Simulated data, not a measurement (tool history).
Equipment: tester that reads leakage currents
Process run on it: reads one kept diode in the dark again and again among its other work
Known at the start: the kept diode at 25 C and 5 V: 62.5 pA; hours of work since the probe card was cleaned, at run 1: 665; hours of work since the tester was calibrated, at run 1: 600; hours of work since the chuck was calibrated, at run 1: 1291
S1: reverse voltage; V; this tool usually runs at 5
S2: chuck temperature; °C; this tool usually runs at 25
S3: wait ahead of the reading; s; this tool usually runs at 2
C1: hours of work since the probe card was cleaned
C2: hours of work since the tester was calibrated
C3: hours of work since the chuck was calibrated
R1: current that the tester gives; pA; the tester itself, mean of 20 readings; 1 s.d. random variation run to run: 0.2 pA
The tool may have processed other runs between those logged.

run	hour	S1	S2	S3	C1	C2	C3	R1
1	0	5	25	2	665	600	1291	73.58
2	38.9	5	25	2	682	617	1307	73.88
3	85.4	5	25	2	701	637	1327	74.07
4	109.8	5	25	2	712	647	1338	73.97
5	150.3	5	25	2	729	665	1355	74.6
6	185.8	5	25	2	745	680	1370	74.43
7	223.8	5	40	0.53	761	696	1386	286.58
8	250.1	5.48	51	3.04	772	707	1398	733.32
9	292.5	5	25	7.38	790	726	1416	74.77
10	346.9	10.02	60	2	814	749	1439	1809.78
11	379	10.02	60	2	827	763	1453	1822.9

Consider 3 possible next runs. They are alternatives, not a sequence: every one starts from the tool as it was left by run 11. What does each give?
A	413.8	7.25	24	7.24	842	778	1468	?
B	413.8	16.84	31	7.69	842	778	1468	?
C	413.8	5	58	4.1	842	778	1468	?

run	R1
A	78.18
B	197.34
C	1256.11
Stripped of hidden state, with their random variation kept, the same runs would have yielded:
run	R1
A	63.8
B	162.82
C	1113.91
